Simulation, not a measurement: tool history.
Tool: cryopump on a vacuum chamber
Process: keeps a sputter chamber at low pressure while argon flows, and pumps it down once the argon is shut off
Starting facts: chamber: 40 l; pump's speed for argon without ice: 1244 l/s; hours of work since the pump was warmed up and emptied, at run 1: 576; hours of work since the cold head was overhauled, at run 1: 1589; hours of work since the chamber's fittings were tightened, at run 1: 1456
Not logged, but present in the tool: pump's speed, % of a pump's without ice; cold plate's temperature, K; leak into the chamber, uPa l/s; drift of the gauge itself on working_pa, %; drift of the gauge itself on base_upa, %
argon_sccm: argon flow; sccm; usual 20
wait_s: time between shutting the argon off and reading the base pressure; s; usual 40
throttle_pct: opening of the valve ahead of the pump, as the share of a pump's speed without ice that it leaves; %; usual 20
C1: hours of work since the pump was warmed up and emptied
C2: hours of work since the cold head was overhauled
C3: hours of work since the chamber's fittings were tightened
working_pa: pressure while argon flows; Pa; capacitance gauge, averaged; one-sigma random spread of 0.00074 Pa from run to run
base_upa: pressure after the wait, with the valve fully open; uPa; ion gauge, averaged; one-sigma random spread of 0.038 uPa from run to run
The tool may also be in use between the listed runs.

Run 1, hour 0.0: usual settings; C1 576; C2 1589; C3 1456. Result: working_pa 0.1434 Pa, base_upa 2.53 uPa.
Run 2, hour 43.2: usual settings; C1 614; C2 1627; C3 1494. Result: working_pa 0.1443 Pa, base_upa 2.59 uPa.
At hour 54.1: leaking fittings of the chamber tightened, without venting.
Run 3, hour 74.4: usual settings but wait_s 29 s; C1 640; C2 1654; C3 18. Result: working_pa 0.1438 Pa, base_upa 2.89 uPa.
Run 4, hour 111.8: usual settings but wait_s 29 s; C1 673; C2 1687; C3 51. Result: working_pa 0.1446 Pa, base_upa 2.93 uPa.
Run 5, hour 138.0: usual settings but wait_s 29 s; C1 697; C2 1710; C3 75. Result: working_pa 0.1441 Pa, base_upa 2.90 uPa.
Run 6, hour 178.6: usual settings but wait_s 29 s; C1 733; C2 1746; C3 111. Result: working_pa 0.1449 Pa, base_upa 2.95 uPa.
Run 7, hour 223.9: usual settings but throttle_pct 37 %; C1 773; C2 1787; C3 151. Result: working_pa 0.0835 Pa, base_upa 2.31 uPa.
Run 8, hour 259.3: usual settings but throttle_pct 51 %; C1 805; C2 1818; C3 183. Result: working_pa 0.0642 Pa, base_upa 2.25 uPa.
Run 9, hour 283.8: usual settings but argon_sccm 18 sccm; C1 827; C2 1840; C3 204. Result: working_pa 0.1324 Pa, base_upa 2.27 uPa.
Run 10, hour 312.4: usual settings; C1 852; C2 1865; C3 230. Result: working_pa 0.1482 Pa, base_upa 2.29 uPa.
Run 11, hour 339.1: usual settings; C1 876; C2 1889; C3 254. Result: working_pa 0.1485 Pa, base_upa 2.36 uPa.
Run 12, hour 379.6: usual settings; C1 912; C2 1925; C3 290. Result: working_pa 0.1482 Pa, base_upa 2.37 uPa.
Run 13, hour 409.8: usual settings; C1 939; C2 1952; C3 317. Result: working_pa 0.1499 Pa, base_upa 2.34 uPa.
Run 14, hour 433.2: usual settings; C1 959; C2 1973; C3 337. Result: working_pa 0.1507 Pa, base_upa 2.38 uPa.
At hour 456.1: pump warmed up, emptied and cooled again.
Run 15, hour 478.2: usual settings; C1 20; C2 2008; C3 373. Result: working_pa 0.1363 Pa, base_upa 2.19 uPa.
Run 16, hour 520.8: usual settings; C1 58; C2 2046; C3 411. Result: working_pa 0.1371 Pa, base_upa 2.20 uPa.
Run 17, hour 556.3: usual settings; C1 89; C2 2078; C3 442. Result: working_pa 0.1373 Pa, base_upa 2.31 uPa.
Run 18, hour 588.6: usual settings but argon_sccm 27 sccm, wait_s 36 s; C1 118; C2 2107; C3 471. Result: working_pa 0.1867 Pa, base_upa 2.45 uPa.
Run 19, hour 634.9: usual settings but argon_sccm 11 sccm, wait_s 39 s; C1 159; C2 2148; C3 512. Result: working_pa 0.0760 Pa, base_upa 2.34 uPa.
Run 20, hour 678.8: usual settings but argon_sccm 11 sccm, wait_s 39 s; C1 198; C2 2187; C3 551. Result: working_pa 0.0767 Pa, base_upa 2.29 uPa.
Run 21, hour 700.0: usual settings but argon_sccm 9 sccm, wait_s 34 s, throttle_pct 32 %; C1 217; C2 2206; C3 570. Result: working_pa 0.0398 Pa, base_upa 2.59 uPa.
Run 22, hour 748.0: usual settings but wait_s 26 s; C1 260; C2 2248; C3 613. Result: working_pa 0.1383 Pa, base_upa 3.28 uPa.
Run 23, hour 770.2: usual settings but wait_s 23 s, throttle_pct 15 %; C1 280; C2 2268; C3 633. Result: working_pa 0.1846 Pa, base_upa 3.76 uPa.
Run 24, hour 812.5: usual settings but argon_sccm 16 sccm, wait_s 22 s, throttle_pct 29 %; C1 317; C2 2306; C3 670. Result: working_pa 0.0791 Pa, base_upa 3.79 uPa.
Run 25, hour 857.8: usual settings but argon_sccm 16 sccm, wait_s 22 s, throttle_pct 29 %; C1 358; C2 2346; C3 711. Result: working_pa 0.0792 Pa, base_upa 3.88 uPa.
Run 26, hour 891.1: usual settings but argon_sccm 16 sccm, wait_s 22 s, throttle_pct 29 %; C1 387; C2 2376; C3 740. Result: working_pa 0.0796 Pa, base_upa 3.96 uPa.
Run 27, hour 934.9: usual settings but argon_sccm 16 sccm, wait_s 22 s, throttle_pct 29 %; C1 426; C2 2415; C3 779. Result: working_pa 0.0799 Pa, base_upa 3.88 uPa.
Run 28, hour 973.0: usual settings but argon_sccm 16 sccm, wait_s 22 s, throttle_pct 29 %; C1 460; C2 2449; C3 813. Result: working_pa 0.0804 Pa, base_upa 3.91 uPa.
Run 29, hour 1017.4: usual settings but argon_sccm 26 sccm, wait_s 23 s, throttle_pct 27 %; C1 500; C2 2488; C3 853. Result: working_pa 0.1400 Pa, base_upa 3.75 uPa.
Run 30, hour 1053.8: usual settings but argon_sccm 26 sccm, wait_s 23 s, throttle_pct 27 %; C1 532; C2 2521; C3 885. Result: working_pa 0.1400 Pa, base_upa 3.78 uPa.
Run 31, hour 1094.7: usual settings but argon_sccm 36 sccm, wait_s 280 s, throttle_pct 26 %; C1 568; C2 2557; C3 922. Result: working_pa 0.2034 Pa, base_upa 0.81 uPa.
Run 32, hour 1135.2: usual settings but argon_sccm 36 sccm, wait_s 280 s, throttle_pct 26 %; C1 604; C2 2593; C3 958. Result: working_pa 0.2040 Pa, base_upa 0.82 uPa.
Run 33, hour 1161.7: usual settings but argon_sccm 29 sccm, wait_s 26 s, throttle_pct 26 %; C1 628; C2 2617; C3 981. Result: working_pa 0.1638 Pa, base_upa 3.49 uPa.
Run 34, hour 1205.5: usual settings but wait_s 55 s, throttle_pct 27 %; C1 667; C2 2656; C3 1020. Result: working_pa 0.1101 Pa, base_upa 1.97 uPa.

4 ways to go on from here, each from the tool as it stands after run 34. What would each give?
Run A, hour 1233.6: usual settings but throttle_pct 19 %; C1 692; C2 2681; C3 1045. Result: working_pa ?, base_upa ?.
Run B, hour 1233.6: usual settings but wait_s 235 s, throttle_pct 28 %; C1 692; C2 2681; C3 1045. Result: working_pa ?, base_upa ?.
Run C, hour 1233.6: usual settings but argon_sccm 35 sccm, wait_s 28 s, throttle_pct 23 %; C1 692; C2 2681; C3 1045. Result: working_pa ?, base_upa ?.
Run D, hour 1233.6: usual settings but wait_s 169 s, throttle_pct 43 %; C1 692; C2 2681; C3 1045. Result: working_pa ?, base_upa ?.

run  working_pa  base_upa
  A      0.1529      2.50
  B      0.1080      0.90
  C      0.2242      3.26
  D      0.0743      0.99
What these runs would have given with no unlogged condition in the tool:
run  working_pa  base_upa
  A      0.1427      2.14
  B      0.0977      0.54
  C      0.2063      2.90
  D      0.0640      0.63
